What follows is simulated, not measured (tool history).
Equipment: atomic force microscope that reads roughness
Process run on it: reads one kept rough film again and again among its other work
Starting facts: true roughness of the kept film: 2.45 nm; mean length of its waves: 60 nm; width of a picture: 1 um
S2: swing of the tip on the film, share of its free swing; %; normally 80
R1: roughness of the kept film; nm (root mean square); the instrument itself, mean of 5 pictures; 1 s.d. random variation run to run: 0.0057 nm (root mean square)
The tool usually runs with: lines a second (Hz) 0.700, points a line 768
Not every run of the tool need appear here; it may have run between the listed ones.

Run 1, day 0.000: usual settings. Result: R1 2.225 nm (root mean square).
At day 0.058: new tip fitted.
Run 2, day 0.329: usual settings. Result: R1 2.271 nm (root mean square).
Run 3, day 0.612: usual settings but lines a second (Hz) 1.104. Result: R1 2.214 nm (root mean square).
Run 4, day 0.892: usual settings but lines a second (Hz) 1.104. Result: R1 2.225 nm (root mean square).
Run 5, day 1.083: usual settings. Result: R1 2.272 nm (root mean square).
Run 6, day 1.321: usual settings but S2 76 %. Result: R1 2.291 nm (root mean square).
Run 7, day 1.679: usual settings but S2 85 %, points a line 904. Result: R1 2.245 nm (root mean square).
Run 8, day 1.950: usual settings but lines a second (Hz) 0.515, S2 88 %, points a line 899. Result: R1 2.266 nm (root mean square).
Run 9, day 2.221: usual settings but lines a second (Hz) 0.775, S2 71 %, points a line 466. Result: R1 2.293 nm (root mean square).
Run 10, day 2.479: usual settings but lines a second (Hz) 0.954, S2 71 %, points a line 401. Result: R1 2.277 nm (root mean square).
Run 11, day 2.704: usual settings but lines a second (Hz) 0.954, S2 71 %, points a line 401. Result: R1 2.272 nm (root mean square).

Each row is a separate what-if for the run after 11, all from the same tool condition, not one after another. Results?
Run A, day 3.096: usual settings but lines a second (Hz) 0.709, S2 71 %, points a line 931. Result: R1 ?.
Run B, day 3.096: usual settings but lines a second (Hz) 0.954, S2 76 %, points a line 401. Result: R1 ?.
Run C, day 3.096: usual settings but lines a second (Hz) 2.659, S2 71 %, points a line 868. Result: R1 ?.
Run D, day 3.096: usual settings but lines a second (Hz) 1.933, S2 71 %, points a line 401. Result: R1 ?.

run     R1
  A  2.292
  B  2.244
  C  2.135
  D  2.188
Without the tool's unlogged condition, the same runs would have read:
run     R1
  A  2.329
  B  2.280
  C  2.169
  D  2.223

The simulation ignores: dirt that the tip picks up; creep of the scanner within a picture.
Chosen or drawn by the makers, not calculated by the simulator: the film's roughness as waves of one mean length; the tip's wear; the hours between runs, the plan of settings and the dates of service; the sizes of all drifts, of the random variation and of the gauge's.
